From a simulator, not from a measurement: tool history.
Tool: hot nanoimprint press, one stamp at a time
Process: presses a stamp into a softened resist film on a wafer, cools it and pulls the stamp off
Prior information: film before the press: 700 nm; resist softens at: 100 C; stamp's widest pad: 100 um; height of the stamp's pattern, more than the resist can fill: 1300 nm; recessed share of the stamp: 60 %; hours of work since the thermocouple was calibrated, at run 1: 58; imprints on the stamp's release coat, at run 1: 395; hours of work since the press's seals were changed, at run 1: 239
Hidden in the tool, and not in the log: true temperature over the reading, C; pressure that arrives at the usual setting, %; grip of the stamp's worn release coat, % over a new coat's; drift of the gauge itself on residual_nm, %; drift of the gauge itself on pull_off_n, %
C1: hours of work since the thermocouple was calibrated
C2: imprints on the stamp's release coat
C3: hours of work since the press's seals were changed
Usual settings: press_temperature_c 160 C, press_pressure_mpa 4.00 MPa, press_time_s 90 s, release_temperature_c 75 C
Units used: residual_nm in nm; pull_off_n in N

run 1 hour=0.0 | press_temperature_c=160 press_pressure_mpa=4.00 press_time_s=90 release_temperature_c=75 | C1=58 C2=395 C3=239 | residual_nm=298.8 pull_off_n=157
run 2 hour=7.4 | press_temperature_c=160 press_pressure_mpa=4.00 press_time_s=90 release_temperature_c=75 | C1=61 C2=423 C3=243 | residual_nm=300.6 pull_off_n=159
run 3 hour=13.3 | press_temperature_c=160 press_pressure_mpa=4.00 press_time_s=90 release_temperature_c=75 | C1=64 C2=446 C3=245 | residual_nm=300.2 pull_off_n=156
run 4 hour=21.4 | press_temperature_c=160 press_pressure_mpa=4.00 press_time_s=90 release_temperature_c=75 | C1=68 C2=477 C3=250 | residual_nm=298.2 pull_off_n=157
run 5 hour=34.5 | press_temperature_c=160 press_pressure_mpa=4.00 press_time_s=90 release_temperature_c=75 | C1=75 C2=527 C3=256 | residual_nm=299.7 pull_off_n=156
run 6 hour=44.7 | press_temperature_c=160 press_pressure_mpa=4.00 press_time_s=90 release_temperature_c=75 | C1=80 C2=566 C3=261 | residual_nm=296.4 pull_off_n=157
run 7 hour=53.3 | press_temperature_c=167 press_pressure_mpa=4.00 press_time_s=90 release_temperature_c=75 | C1=84 C2=599 C3=265 | residual_nm=187.7 pull_off_n=160
run 8 hour=65.0 | press_temperature_c=167 press_pressure_mpa=4.00 press_time_s=90 release_temperature_c=75 | C1=90 C2=643 C3=271 | residual_nm=186.6 pull_off_n=159
-- hour=68.9 plate thermocouple calibrated
run 9 hour=80.1 | press_temperature_c=167 press_pressure_mpa=4.00 press_time_s=83 release_temperature_c=75 | C1=6 C2=690 C3=277 | residual_nm=196.5 pull_off_n=165
-- hour=95.5 plate thermocouple calibrated, once more
run 10 hour=96.1 | press_temperature_c=166 press_pressure_mpa=4.00 press_time_s=90 release_temperature_c=75 | C1=0 C2=739 C3=284 | residual_nm=195.9 pull_off_n=161
-- hour=109.6 stamp cleaned and given a new release coat
run 11 hour=113.7 | press_temperature_c=166 press_pressure_mpa=4.00 press_time_s=90 release_temperature_c=75 | C1=6 C2=16 C3=290 | residual_nm=198.4 pull_off_n=144
run 12 hour=119.9 | press_temperature_c=160 press_pressure_mpa=2.52 press_time_s=72 release_temperature_c=75 | C1=9 C2=39 C3=293 | residual_nm=387.8 pull_off_n=147
run 13 hour=126.0 | press_temperature_c=160 press_pressure_mpa=2.52 press_time_s=72 release_temperature_c=75 | C1=12 C2=63 C3=296 | residual_nm=386.2 pull_off_n=149
run 14 hour=138.1 | press_temperature_c=160 press_pressure_mpa=4.00 press_time_s=97 release_temperature_c=70 | C1=18 C2=109 C3=302 | residual_nm=286.0 pull_off_n=162
run 15 hour=144.0 | press_temperature_c=160 press_pressure_mpa=2.76 press_time_s=167 release_temperature_c=70 | C1=21 C2=131 C3=305 | residual_nm=273.9 pull_off_n=161
run 16 hour=150.2 | press_temperature_c=160 press_pressure_mpa=5.07 press_time_s=130 release_temperature_c=75 | C1=24 C2=155 C3=308 | residual_nm=229.7 pull_off_n=150
run 17 hour=156.1 | press_temperature_c=160 press_pressure_mpa=5.07 press_time_s=130 release_temperature_c=75 | C1=27 C2=178 C3=311 | residual_nm=230.2 pull_off_n=150
run 18 hour=162.7 | press_temperature_c=160 press_pressure_mpa=5.07 press_time_s=130 release_temperature_c=75 | C1=31 C2=203 C3=314 | residual_nm=230.1 pull_off_n=150
run 19 hour=169.2 | press_temperature_c=150 press_pressure_mpa=2.58 press_time_s=75 release_temperature_c=75 | C1=34 C2=228 C3=317 | residual_nm=591.2 pull_off_n=151
run 20 hour=181.2 | press_temperature_c=162 press_pressure_mpa=5.15 press_time_s=139 release_temperature_c=75 | C1=40 C2=273 C3=323 | residual_nm=192.3 pull_off_n=152
run 21 hour=193.7 | press_temperature_c=162 press_pressure_mpa=5.15 press_time_s=139 release_temperature_c=75 | C1=46 C2=321 C3=330 | residual_nm=193.4 pull_off_n=155

Difference, measured minus no-hidden-state, one row per run. Run-to-run variation is common to both terms; the gauge's own scatter need not be:
run=1 residual_nm=+5.8 pull_off_n=+9
run=2 residual_nm=+6.1 pull_off_n=+10
run=3 residual_nm=+6.3 pull_off_n=+11
run=4 residual_nm=+6.7 pull_off_n=+11
run=5 residual_nm=+7.1 pull_off_n=+12
run=6 residual_nm=+7.5 pull_off_n=+13
run=7 residual_nm=+5.1 pull_off_n=+14
run=8 residual_nm=+5.4 pull_off_n=+14
run=9 residual_nm=+7.6 pull_off_n=+17
run=10 residual_nm=+3.6 pull_off_n=+16
run=11 residual_nm=+3.9 pull_off_n=+1
run=12 residual_nm=+5.9 pull_off_n=+1
run=13 residual_nm=+6.0 pull_off_n=+2
run=14 residual_nm=+6.5 pull_off_n=+3
run=15 residual_nm=+6.0 pull_off_n=+4
run=16 residual_nm=+6.4 pull_off_n=+4
run=17 residual_nm=+6.6 pull_off_n=+4
run=18 residual_nm=+6.8 pull_off_n=+5
run=19 residual_nm=+6.0 pull_off_n=+6
run=20 residual_nm=+6.3 pull_off_n=+7
run=21 residual_nm=+6.7 pull_off_n=+8

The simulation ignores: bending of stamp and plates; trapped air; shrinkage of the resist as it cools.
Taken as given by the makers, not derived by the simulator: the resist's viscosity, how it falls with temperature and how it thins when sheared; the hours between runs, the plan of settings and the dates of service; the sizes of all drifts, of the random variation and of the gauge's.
